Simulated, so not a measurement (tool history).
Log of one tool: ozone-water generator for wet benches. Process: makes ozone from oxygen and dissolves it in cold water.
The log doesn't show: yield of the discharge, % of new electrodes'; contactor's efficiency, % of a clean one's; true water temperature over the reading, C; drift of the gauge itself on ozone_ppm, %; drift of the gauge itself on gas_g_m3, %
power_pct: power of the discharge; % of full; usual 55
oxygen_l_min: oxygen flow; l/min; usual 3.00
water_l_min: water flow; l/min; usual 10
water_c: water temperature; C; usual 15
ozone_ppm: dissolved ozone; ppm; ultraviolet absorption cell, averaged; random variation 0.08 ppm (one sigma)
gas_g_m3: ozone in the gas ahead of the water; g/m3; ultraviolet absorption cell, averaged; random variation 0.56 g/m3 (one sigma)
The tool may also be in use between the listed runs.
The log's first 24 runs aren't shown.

run,hour,power_pct,oxygen_l_min,water_l_min,water_c,hours of work since the electrodes were changed,hours of work since the contactor was cleaned,hours of work since the thermometer was calibrated,ozone_ppm,gas_g_m3
25,1346.4,55,3.00,15,12,3237,1450,2628,12.18,129.3
26,1415.5,55,4.53,7,15,3302,1516,2694,22.08,114.9
27,1467.3,55,4.53,7,15,3352,1565,2743,22.09,115.7
28,1533.1,55,2.32,16,15,3414,1627,2806,10.06,140.6
29,1590.7,62,2.23,8,14,3469,1682,2861,20.21,154.8
30,1662.8,55,3.40,10,15,3538,1751,2929,17.06,125.7
31,1740.1,59,2.65,7,13,3611,1824,3003,22.46,140.9
32,1816.4,69,2.65,7,13,3684,1897,3075,25.19,157.0

Forecast each of these 4 alternatives for the next run:
A,1876.7,69,2.65,7,16,3741,1954,3133,?,?
B,1876.7,85,2.65,7,13,3741,1954,3133,?,?
C,1876.7,69,3.28,7,11,3741,1954,3133,?,?
D,1876.7,48,2.65,13,10,3741,1954,3133,?,?

run,ozone_ppm,gas_g_m3
A,24.07,158.4
B,29.11,182.7
C,27.18,148.2
D,12.28,121.4
Without the tool's hidden state the same runs would have given:
run,ozone_ppm,gas_g_m3
A,23.58,158.6
B,28.52,182.8
C,26.63,148.3
D,12.02,121.4
